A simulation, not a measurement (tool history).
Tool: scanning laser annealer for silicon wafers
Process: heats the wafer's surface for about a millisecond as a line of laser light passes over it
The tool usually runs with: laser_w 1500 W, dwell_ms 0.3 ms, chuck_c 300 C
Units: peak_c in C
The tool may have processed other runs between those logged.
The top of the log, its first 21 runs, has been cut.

run   hour  laser_w  dwell_ms  chuck_c  peak_c
 22  192.7     1500       0.3      337    1116
 23  202.9     1606     0.236      300    1030
 24  211.9     1606     0.236      300    1023
     223.4  -- window over the wafer cleaned, once more
 25  223.8     1500     0.377      321    1258
 26    235     1500     0.224      300     989
 27  245.3     1500     0.274      271    1049
 28  251.5     1454       0.3      300    1095
 29  257.6     1409       0.3      281    1046
 30  268.9     1500     0.212      281     948
 31  281.7     1454     0.274      324    1071
 32  290.5     1454     0.274      324    1075
 33    303     1454     0.299      289    1077
 34  312.4     1454     0.299      289    1077
 35  322.1     1475     0.316      300    1127
 36  333.2     1500     0.344      300    1185
 37  339.8     1627     0.272      291    1130
 38  346.4     1443     0.278      300    1049
 39  358.5     1378       0.3      326    1070
 40  371.3     1378       0.3      326    1070
 41    377     1500     0.222      278     958
 42  382.7     1500     0.222      278     959

Each row is a separate what-if for the run after 42, all from the same tool condition, not one after another. Results?
  A  394.8     1461     0.222      328       ?
  B  394.8     1500       0.3      277       ?
  C  394.8     1324     0.373      313       ?

run  peak_c
  A     992
  B    1091
  C    1120
Take away the tool's hidden state, keep each run's random variation, and the runs would have read:
run  peak_c
  A    1007
  B    1109
  C    1137

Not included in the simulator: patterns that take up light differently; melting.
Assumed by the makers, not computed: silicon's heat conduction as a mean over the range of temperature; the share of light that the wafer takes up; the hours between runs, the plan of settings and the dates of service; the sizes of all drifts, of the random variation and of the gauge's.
